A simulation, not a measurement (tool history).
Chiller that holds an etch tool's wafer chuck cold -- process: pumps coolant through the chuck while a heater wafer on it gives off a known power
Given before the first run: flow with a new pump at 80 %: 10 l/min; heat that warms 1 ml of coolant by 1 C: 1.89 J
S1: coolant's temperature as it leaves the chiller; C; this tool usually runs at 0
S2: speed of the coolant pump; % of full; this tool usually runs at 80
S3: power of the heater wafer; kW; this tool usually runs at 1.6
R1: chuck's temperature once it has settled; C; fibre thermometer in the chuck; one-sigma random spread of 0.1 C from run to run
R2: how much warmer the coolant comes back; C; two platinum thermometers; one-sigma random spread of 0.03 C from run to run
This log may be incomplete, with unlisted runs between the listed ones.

| run | hour | S1 | S2 | S3 | R1 | R2 |
|---|---|---|---|---|---|---|
| 1 | 0 | 0 | 80 | 1.6 | 14.9 | 5.1 |
| 2 | 18.9 | 0 | 80 | 1.6 | 14.8 | 5.16 |
| 3 | 56.1 | 0 | 87 | 1.6 | 13.8 | 4.65 |
| 4 | 89.7 | 0 | 87 | 0.967 | 8.2 | 2.84 |
| 5 | 107.6 | 0 | 80 | 1.6 | 14.5 | 5.17 |
| 6 | 150.4 | 0 | 80 | 1.6 | 14.5 | 5.09 |
| 7 | 190.1 | 0 | 80 | 1.6 | 14.7 | 5.07 |
| 8 | 227.2 | 0 | 80 | 1.6 | 14.5 | 5.19 |
|  | 243.6 | chiller's thermometer calibrated |
| 9 | 269.8 | 0 | 80 | 1.6 | 15.2 | 5.18 |
| 10 | 293.4 | 0 | 80 | 1.6 | 14.9 | 5.17 |
| 11 | 322.1 | 8 | 80 | 1.6 | 23.2 | 5.16 |
| 12 | 354.2 | 0 | 66 | 1.4 | 15.1 | 5.56 |
| 13 | 392.3 | 0 | 76 | 1.613 | 15.9 | 5.55 |
| 14 | 412.3 | 0 | 76 | 1.613 | 15.8 | 5.52 |
| 15 | 451.3 | 0 | 69 | 2.289 | 24 | 8.71 |
| 16 | 485.6 | 4 | 80 | 1.6 | 19 | 5.22 |
| 17 | 509 | 4 | 80 | 1.6 | 19.1 | 5.22 |
| 18 | 543.1 | 0 | 69 | 1.6 | 16.9 | 6.08 |

For some of the steps in R1 from one run to the next: how much would appear even if the tool had no hidden state, given the settings, what came in and random variation, and how much remains for the hidden state plus any gauge scatter that the measured result and the result without hidden state don't share?
The tool's hidden condition here consists of: heat passed by the chuck's channels, % of clean ones'; flow at a given pump speed, % of a new pump's; coolant's true temperature over the reading, C; drift of the gauge itself on chuck_c, C; drift of the gauge itself on warmer_back_c, C.
Run 10 -> 11: S1 0 -> 8. R1 +8.3 C: hidden state +0, all else +8.3.
Run 14 -> 15: S2 76 -> 69, S3 1.613 -> 2.289. R1 +8.2 C: hidden state +0.8, all else +7.4.
